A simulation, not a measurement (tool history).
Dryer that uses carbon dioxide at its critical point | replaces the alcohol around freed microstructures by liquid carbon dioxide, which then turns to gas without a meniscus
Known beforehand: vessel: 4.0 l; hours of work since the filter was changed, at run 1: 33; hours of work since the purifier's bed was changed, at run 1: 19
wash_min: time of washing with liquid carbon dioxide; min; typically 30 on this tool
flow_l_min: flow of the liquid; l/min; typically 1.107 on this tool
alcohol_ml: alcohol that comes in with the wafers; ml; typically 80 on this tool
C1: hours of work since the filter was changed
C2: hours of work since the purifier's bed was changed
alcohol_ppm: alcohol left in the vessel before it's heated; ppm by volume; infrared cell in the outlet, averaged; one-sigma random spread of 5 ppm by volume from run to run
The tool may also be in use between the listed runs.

{"run": 1, "hour": 0.0, "wash_min": 30, "flow_l_min": 1.107, "alcohol_ml": 80, "C1": 33, "C2": 19, "alcohol_ppm": 24}
{"run": 2, "hour": 29.5, "wash_min": 30, "flow_l_min": 1.107, "alcohol_ml": 80, "C1": 56, "C2": 41, "alcohol_ppm": 27}
{"run": 3, "hour": 71.4, "wash_min": 30, "flow_l_min": 1.107, "alcohol_ml": 80, "C1": 88, "C2": 73, "alcohol_ppm": 35}
{"run": 4, "hour": 110.0, "wash_min": 30, "flow_l_min": 1.107, "alcohol_ml": 116, "C1": 117, "C2": 103, "alcohol_ppm": 50}
{"run": 5, "hour": 155.3, "wash_min": 30, "flow_l_min": 1.107, "alcohol_ml": 116, "C1": 152, "C2": 137, "alcohol_ppm": 57}
{"run": 6, "hour": 182.2, "wash_min": 22, "flow_l_min": 1.107, "alcohol_ml": 116, "C1": 172, "C2": 158, "alcohol_ppm": 213}
{"hour": 191.5, "done": "inlet filter changed"}
{"run": 7, "hour": 230.5, "wash_min": 30, "flow_l_min": 0.89, "alcohol_ml": 80, "C1": 30, "C2": 194, "alcohol_ppm": 88}
{"run": 8, "hour": 265.7, "wash_min": 30, "flow_l_min": 0.89, "alcohol_ml": 80, "C1": 57, "C2": 221, "alcohol_ppm": 95}
{"run": 9, "hour": 314.3, "wash_min": 30, "flow_l_min": 1.107, "alcohol_ml": 80, "C1": 94, "C2": 258, "alcohol_ppm": 61}
{"run": 10, "hour": 365.8, "wash_min": 30, "flow_l_min": 1.107, "alcohol_ml": 80, "C1": 133, "C2": 297, "alcohol_ppm": 49}
{"run": 11, "hour": 391.0, "wash_min": 30, "flow_l_min": 1.107, "alcohol_ml": 80, "C1": 152, "C2": 317, "alcohol_ppm": 65}
{"hour": 428.5, "done": "inlet filter changed"}
{"run": 12, "hour": 430.1, "wash_min": 30, "flow_l_min": 1.107, "alcohol_ml": 80, "C1": 1, "C2": 346, "alcohol_ppm": 54}
{"run": 13, "hour": 480.4, "wash_min": 30, "flow_l_min": 1.107, "alcohol_ml": 80, "C1": 40, "C2": 384, "alcohol_ppm": 72}
{"run": 14, "hour": 525.0, "wash_min": 30, "flow_l_min": 1.107, "alcohol_ml": 80, "C1": 74, "C2": 418, "alcohol_ppm": 74}
{"run": 15, "hour": 563.5, "wash_min": 30, "flow_l_min": 1.107, "alcohol_ml": 80, "C1": 103, "C2": 448, "alcohol_ppm": 84}
{"run": 16, "hour": 613.1, "wash_min": 30, "flow_l_min": 1.107, "alcohol_ml": 80, "C1": 141, "C2": 485, "alcohol_ppm": 89}
{"run": 17, "hour": 650.0, "wash_min": 30, "flow_l_min": 1.107, "alcohol_ml": 80, "C1": 169, "C2": 514, "alcohol_ppm": 99}
{"hour": 662.7, "done": "inlet filter changed"}
{"run": 18, "hour": 689.5, "wash_min": 30, "flow_l_min": 1.107, "alcohol_ml": 80, "C1": 20, "C2": 543, "alcohol_ppm": 83}
{"run": 19, "hour": 731.8, "wash_min": 40, "flow_l_min": 0.88, "alcohol_ml": 42, "C1": 53, "C2": 575, "alcohol_ppm": 83}
{"run": 20, "hour": 772.6, "wash_min": 25, "flow_l_min": 1.107, "alcohol_ml": 22, "C1": 84, "C2": 606, "alcohol_ppm": 98}
{"run": 21, "hour": 804.0, "wash_min": 35, "flow_l_min": 1.107, "alcohol_ml": 88, "C1": 108, "C2": 630, "alcohol_ppm": 88}
{"run": 22, "hour": 834.4, "wash_min": 35, "flow_l_min": 1.57, "alcohol_ml": 80, "C1": 131, "C2": 654, "alcohol_ppm": 76}
{"run": 23, "hour": 863.2, "wash_min": 21, "flow_l_min": 1.12, "alcohol_ml": 80, "C1": 153, "C2": 676, "alcohol_ppm": 236}
{"run": 24, "hour": 889.9, "wash_min": 31, "flow_l_min": 1.12, "alcohol_ml": 71, "C1": 173, "C2": 696, "alcohol_ppm": 109}
{"hour": 898.1, "done": "inlet filter changed"}
{"run": 25, "hour": 915.5, "wash_min": 34, "flow_l_min": 0.69, "alcohol_ml": 24, "C1": 13, "C2": 715, "alcohol_ppm": 114}
{"run": 26, "hour": 957.9, "wash_min": 30, "flow_l_min": 1.47, "alcohol_ml": 80, "C1": 46, "C2": 747, "alcohol_ppm": 96}
{"run": 27, "hour": 1008.4, "wash_min": 22, "flow_l_min": 1.107, "alcohol_ml": 35, "C1": 84, "C2": 786, "alcohol_ppm": 141}
{"hour": 1031.5, "done": "purifier's bed changed"}
{"run": 28, "hour": 1053.1, "wash_min": 22, "flow_l_min": 1.107, "alcohol_ml": 35, "C1": 116, "C2": 16, "alcohol_ppm": 58}
{"run": 29, "hour": 1087.3, "wash_min": 18, "flow_l_min": 1.107, "alcohol_ml": 35, "C1": 142, "C2": 43, "alcohol_ppm": 146}
{"run": 30, "hour": 1110.7, "wash_min": 18, "flow_l_min": 0.66, "alcohol_ml": 75, "C1": 160, "C2": 60, "alcohol_ppm": 1510}
{"hour": 1136.8, "done": "inlet filter changed"}
{"run": 31, "hour": 1138.0, "wash_min": 18, "flow_l_min": 0.66, "alcohol_ml": 75, "C1": 1, "C2": 81, "alcohol_ppm": 1304}
{"run": 32, "hour": 1185.6, "wash_min": 18, "flow_l_min": 0.66, "alcohol_ml": 76, "C1": 37, "C2": 117, "alcohol_ppm": 1351}
{"run": 33, "hour": 1224.5, "wash_min": 21, "flow_l_min": 1.09, "alcohol_ml": 58, "C1": 67, "C2": 147, "alcohol_ppm": 129}
{"run": 34, "hour": 1253.9, "wash_min": 30, "flow_l_min": 1.53, "alcohol_ml": 106, "C1": 89, "C2": 169, "alcohol_ppm": 25}
{"run": 35, "hour": 1292.8, "wash_min": 30, "flow_l_min": 1.53, "alcohol_ml": 106, "C1": 119, "C2": 199, "alcohol_ppm": 31}
{"run": 36, "hour": 1323.0, "wash_min": 30, "flow_l_min": 1.53, "alcohol_ml": 106, "C1": 142, "C2": 222, "alcohol_ppm": 29}

Below are 5 alternative next runs, each starting from the tool's condition after run 36. Predict each:
{"run": "A", "hour": 1346.1, "wash_min": 19, "flow_l_min": 1.02, "alcohol_ml": 88, "C1": 160, "C2": 240, "alcohol_ppm": "?"}
{"run": "B", "hour": 1346.1, "wash_min": 33, "flow_l_min": 1.07, "alcohol_ml": 26, "C1": 160, "C2": 240, "alcohol_ppm": "?"}
{"run": "C", "hour": 1346.1, "wash_min": 30, "flow_l_min": 1.03, "alcohol_ml": 45, "C1": 160, "C2": 240, "alcohol_ppm": "?"}
{"run": "D", "hour": 1346.1, "wash_min": 36, "flow_l_min": 1.53, "alcohol_ml": 47, "C1": 160, "C2": 240, "alcohol_ppm": "?"}
{"run": "E", "hour": 1346.1, "wash_min": 41, "flow_l_min": 1.29, "alcohol_ml": 29, "C1": 160, "C2": 240, "alcohol_ppm": "?"}

run=A alcohol_ppm=434
run=B alcohol_ppm=35
run=C alcohol_ppm=54
run=D alcohol_ppm=35
run=E alcohol_ppm=32
With no hidden state in the tool, these same runs would have given:
run=A alcohol_ppm=306
run=B alcohol_ppm=6
run=C alcohol_ppm=18
run=D alcohol_ppm=7
run=E alcohol_ppm=5

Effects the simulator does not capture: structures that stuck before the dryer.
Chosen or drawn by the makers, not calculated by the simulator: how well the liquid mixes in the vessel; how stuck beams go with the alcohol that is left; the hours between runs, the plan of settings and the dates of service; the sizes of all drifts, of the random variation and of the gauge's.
